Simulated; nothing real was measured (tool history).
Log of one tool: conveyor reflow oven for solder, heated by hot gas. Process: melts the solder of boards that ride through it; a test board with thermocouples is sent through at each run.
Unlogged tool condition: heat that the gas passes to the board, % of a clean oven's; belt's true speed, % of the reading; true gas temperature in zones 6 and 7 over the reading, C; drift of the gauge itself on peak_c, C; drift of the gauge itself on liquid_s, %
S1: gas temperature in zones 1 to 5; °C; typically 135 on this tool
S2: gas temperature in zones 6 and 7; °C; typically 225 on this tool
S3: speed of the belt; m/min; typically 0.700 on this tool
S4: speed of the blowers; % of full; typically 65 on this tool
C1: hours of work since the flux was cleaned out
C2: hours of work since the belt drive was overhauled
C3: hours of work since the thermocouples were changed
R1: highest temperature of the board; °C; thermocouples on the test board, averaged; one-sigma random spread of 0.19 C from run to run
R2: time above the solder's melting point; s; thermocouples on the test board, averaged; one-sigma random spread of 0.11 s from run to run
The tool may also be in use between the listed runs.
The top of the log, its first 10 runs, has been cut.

run    hour   S1   S2     S3  S4   C1   C2    C3     R1    R2
 11   464.4  135  225  0.700  65   76  870   924  207.2  37.7
 12   521.4  135  225  0.700  85  122  916   969  209.5  40.5
      529.7  -- belt drive overhauled, speed set with a stopwatch
 13   589.7  135  225  0.700  65  172   48  1020  206.7  37.5
 14   637.3  135  225  0.700  65  210   85  1058  206.6  37.2
      664.2  -- belt drive overhauled, speed set with a stopwatch, once more
      669.2  -- flux residue cleaned out of gas plates and filters
 15   686.0  135  225  0.700  65   13   13  1089  206.2  36.4
 16   729.9  150  225  0.738  53   48   48  1124  205.7  37.2
 17   788.2  150  225  0.738  53   94   94  1170  205.2  37.0
 18   824.5  128  225  0.700  61  123  123  1199  203.7  31.5
 19   883.1  135  227  0.726  65  170  170  1245  206.2  34.2
 20   930.3  135  227  0.726  65  207  207  1283  205.8  34.1
      961.5  -- flux residue cleaned out of gas plates and filters
 21   966.2  135  227  0.726  65    4  232  1307  206.6  35.3
 22  1013.6  135  227  0.726  65   41  269  1345  206.5  35.2
 23  1072.2  135  227  0.726  65   88  316  1392  206.2  34.7
 24  1109.4  135  225  0.740  81  117  345  1421  206.6  34.8
 25  1142.8  135  225  0.740  77  144  372  1448  205.6  34.1
 26  1178.8  135  225  0.740  77  172  400  1476  205.9  33.9
     1184.3  -- thermocouples of zones 6 and 7 changed
 27  1246.2  135  225  0.700  71  224  452    49  208.8  38.5
     1256.8  -- flux residue cleaned out of gas plates and filters
 28  1305.7  135  231  0.700  72   39  495    92  214.6  42.7
 29  1345.7  148  232  0.656  70   71  527   124  218.7  53.0
 30  1379.4  148  232  0.656  70   97  554   151  218.6  52.8

3 ways to go on from here, each from the tool as it stands after run 30. What would each give?
  A  1410.2  144  225  0.762  65  122  578  175   ?   ?
  B  1410.2  149  225  0.700  65  122  578  175   ?   ?
  C  1410.2  132  232  0.698  59  122  578  175   ?   ?

run     R1    R2
  A  207.0  36.0
  B  210.3  44.2
  C  211.9  39.9
Without the tool's unlogged condition, the same runs would have read:
run     R1    R2
  A  207.9  36.4
  B  211.1  44.3
  C  212.8  40.2

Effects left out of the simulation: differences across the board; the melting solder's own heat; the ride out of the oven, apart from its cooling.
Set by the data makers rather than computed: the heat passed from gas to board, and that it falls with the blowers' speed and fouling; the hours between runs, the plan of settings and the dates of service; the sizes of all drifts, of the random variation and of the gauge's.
